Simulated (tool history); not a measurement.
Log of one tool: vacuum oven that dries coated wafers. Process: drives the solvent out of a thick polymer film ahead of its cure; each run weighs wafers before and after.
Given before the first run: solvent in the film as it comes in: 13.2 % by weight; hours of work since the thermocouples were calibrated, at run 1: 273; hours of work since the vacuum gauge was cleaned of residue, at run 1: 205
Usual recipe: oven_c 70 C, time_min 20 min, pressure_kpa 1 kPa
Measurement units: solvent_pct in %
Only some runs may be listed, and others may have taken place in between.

| run | hour | oven_c | time_min | pressure_kpa | hours of work since the thermocouples were calibrated | hours of work since the vacuum gauge was cleaned of residue | solvent_pct |
|---|---|---|---|---|---|---|---|
| 1 | 0 | 70 | 20 | 1 | 273 | 205 | 0.95 |
| 2 | 47.1 | 70 | 20 | 1 | 302 | 235 | 1.04 |
| 3 | 89.4 | 70 | 20 | 1 | 329 | 261 | 1 |
| 4 | 138.8 | 70 | 20 | 1 | 361 | 293 | 1.06 |
| 5 | 192.9 | 70 | 20 | 1 | 395 | 327 | 0.98 |
| 6 | 242.3 | 70 | 20 | 1 | 426 | 358 | 0.95 |
| 7 | 272 | 70 | 20 | 1 | 445 | 377 | 1.05 |
| 8 | 330.1 | 70 | 20 | 1 | 482 | 414 | 1.05 |
| 9 | 363 | 70 | 20 | 1 | 503 | 435 | 0.97 |
| 10 | 399.4 | 70 | 13 | 1 | 526 | 458 | 2.05 |
| 11 | 442.3 | 70 | 20 | 1 | 553 | 485 | 1.06 |
| 12 | 472.6 | 70 | 13 | 1 | 572 | 504 | 1.88 |
| 13 | 525.6 | 70 | 13 | 1 | 606 | 538 | 1.91 |
| 14 | 561.7 | 70 | 20 | 1 | 629 | 561 | 0.98 |
| 15 | 593.2 | 70 | 20 | 1 | 649 | 581 | 1.03 |
|  | 604.8 | oven's thermocouples calibrated |
| 16 | 630 | 70 | 34 | 1 | 16 | 603 | 0.48 |
| 17 | 667.2 | 70 | 20 | 1 | 40 | 627 | 0.96 |
| 18 | 712.5 | 70 | 26 | 1 | 68 | 655 | 0.63 |
| 19 | 764.9 | 70 | 26 | 1 | 102 | 689 | 0.65 |
| 20 | 796.7 | 70 | 26 | 1 | 122 | 709 | 0.7 |
| 21 | 845.5 | 70 | 26 | 1 | 153 | 740 | 0.65 |
| 22 | 872.1 | 70 | 26 | 1 | 170 | 757 | 0.66 |
| 23 | 913.1 | 70 | 26 | 1 | 196 | 783 | 0.65 |
| 24 | 964.9 | 70 | 26 | 1 | 228 | 815 | 0.68 |
| 25 | 989.9 | 70 | 26 | 1 | 244 | 831 | 0.56 |
| 26 | 1029.9 | 70 | 26 | 1 | 270 | 857 | 0.67 |
| 27 | 1080.6 | 70 | 26 | 1 | 302 | 889 | 0.62 |
| 28 | 1139.5 | 70 | 20 | 0.65 | 339 | 926 | 0.83 |
| 29 | 1197.2 | 70 | 20 | 0.65 | 376 | 963 | 0.91 |
| 30 | 1254.7 | 70 | 36 | 2.87 | 412 | 999 | 1.04 |
| 31 | 1303.4 | 78 | 13 | 0.68 | 443 | 1030 | 0.68 |
| 32 | 1358 | 70 | 20 | 0.5 | 478 | 1065 | 0.78 |
| 33 | 1394.8 | 70 | 30 | 1.12 | 501 | 1088 | 0.55 |
| 34 | 1419.4 | 70 | 30 | 3.6 | 517 | 1104 | 1.54 |
| 35 | 1474.4 | 70 | 30 | 3.6 | 552 | 1139 | 1.46 |
| 36 | 1521.3 | 68 | 20 | 1.48 | 581 | 1168 | 1.46 |
| 37 | 1572.2 | 68 | 20 | 1.48 | 614 | 1201 | 1.42 |
| 38 | 1614.3 | 70 | 12 | 1 | 640 | 1227 | 2.09 |
|  | 1636.2 | oven's thermocouples calibrated |
| 39 | 1647.8 | 56 | 12 | 1 | 7 | 1247 | 6.05 |
| 40 | 1685.6 | 71 | 17 | 3.76 | 31 | 1271 | 2.15 |
| 41 | 1714.6 | 57 | 17 | 1.41 | 50 | 1290 | 4.66 |
| 42 | 1738.9 | 75 | 15 | 3.52 | 65 | 1305 | 1.61 |
| 43 | 1763.1 | 75 | 15 | 3.52 | 80 | 1320 | 1.51 |

Expected results for the next run?
| 44 | 1798.1 | 85 | 20 | 0.51 | 103 | 1343 | ? |

{"run 44": {"solvent_pct": 0.11}}
Were there no unlogged condition in the tool, this run, its random variation unchanged, would have produced solvent_pct 0.11 %.
